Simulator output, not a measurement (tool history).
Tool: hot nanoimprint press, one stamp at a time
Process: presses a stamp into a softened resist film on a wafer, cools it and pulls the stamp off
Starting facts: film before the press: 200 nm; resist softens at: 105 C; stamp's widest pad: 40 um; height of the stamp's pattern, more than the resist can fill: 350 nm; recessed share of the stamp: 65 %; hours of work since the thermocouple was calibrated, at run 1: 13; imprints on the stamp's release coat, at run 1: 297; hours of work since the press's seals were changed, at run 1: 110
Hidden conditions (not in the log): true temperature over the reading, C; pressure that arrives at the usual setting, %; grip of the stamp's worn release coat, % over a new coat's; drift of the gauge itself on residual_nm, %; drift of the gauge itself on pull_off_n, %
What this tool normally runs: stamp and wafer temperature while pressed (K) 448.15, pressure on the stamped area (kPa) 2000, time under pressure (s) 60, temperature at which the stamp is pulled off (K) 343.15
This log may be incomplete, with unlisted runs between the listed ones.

| run | hour | stamp and wafer temperature while pressed (K) | pressure on the stamped area (kPa) | time under pressure (s) | temperature at which the stamp is pulled off (K) | hours of work since the thermocouple was calibrated | imprints on the stamp's release coat | hours of work since the press's seals were changed | resist left under the stamp's widest pad (Å) | greatest force while the stamp is pulled off (N) |
|---|---|---|---|---|---|---|---|---|---|---|
| 1 | 0 | 448.15 | 2000 | 60 | 343.15 | 13 | 297 | 110 | 917 | 183 |
| 2 | 9.6 | 448.15 | 2000 | 60 | 343.15 | 18 | 322 | 115 | 920 | 184 |
| 3 | 18.4 | 448.15 | 2000 | 60 | 343.15 | 23 | 345 | 120 | 915 | 188 |
| 4 | 28.4 | 448.15 | 2000 | 60 | 343.15 | 28 | 372 | 126 | 914 | 184 |
| 5 | 35.3 | 448.15 | 2000 | 60 | 343.15 | 32 | 390 | 129 | 915 | 184 |
| 6 | 46.2 | 448.15 | 2000 | 75 | 343.15 | 38 | 418 | 135 | 835 | 183 |
| 7 | 56.8 | 448.15 | 2000 | 75 | 343.15 | 44 | 446 | 141 | 838 | 184 |
| 8 | 66 | 448.15 | 2000 | 75 | 343.15 | 49 | 470 | 146 | 836 | 187 |
| 9 | 77.3 | 448.15 | 2000 | 91 | 343.15 | 55 | 500 | 152 | 770 | 187 |
|  | 93.1 | stamp cleaned and given a new release coat |
| 10 | 98.8 | 448.15 | 2000 | 91 | 343.15 | 63 | 15 | 161 | 779 | 181 |
| 11 | 114.8 | 448.15 | 2000 | 91 | 343.15 | 72 | 57 | 169 | 780 | 184 |
| 12 | 123 | 448.15 | 2000 | 91 | 343.15 | 77 | 78 | 174 | 777 | 185 |
| 13 | 134.4 | 451.15 | 2000 | 60 | 343.15 | 83 | 108 | 180 | 802 | 187 |
| 14 | 144.8 | 451.15 | 2000 | 60 | 343.15 | 88 | 135 | 186 | 804 | 183 |
| 15 | 156.4 | 451.15 | 2000 | 60 | 343.15 | 95 | 166 | 192 | 802 | 182 |
| 16 | 166.3 | 451.15 | 2000 | 60 | 343.15 | 100 | 192 | 197 | 805 | 186 |
| 17 | 182.9 | 451.15 | 2000 | 60 | 343.15 | 109 | 235 | 206 | 806 | 185 |

Run 18 has not been measured yet. What should we expect?
| 18 | 190.4 | 448.15 | 2000 | 60 | 334.15 | 113 | 255 | 211 | ? | ? |

Run 18 measured resist left under the stamp's widest pad (Å) 927, greatest force while the stamp is pulled off (N) 219.
Take away the tool's hidden state, keep the run-to-run variation as it was, and the same run would have given resist left under the stamp's widest pad (Å) 915, greatest force while the stamp is pulled off (N) 219.

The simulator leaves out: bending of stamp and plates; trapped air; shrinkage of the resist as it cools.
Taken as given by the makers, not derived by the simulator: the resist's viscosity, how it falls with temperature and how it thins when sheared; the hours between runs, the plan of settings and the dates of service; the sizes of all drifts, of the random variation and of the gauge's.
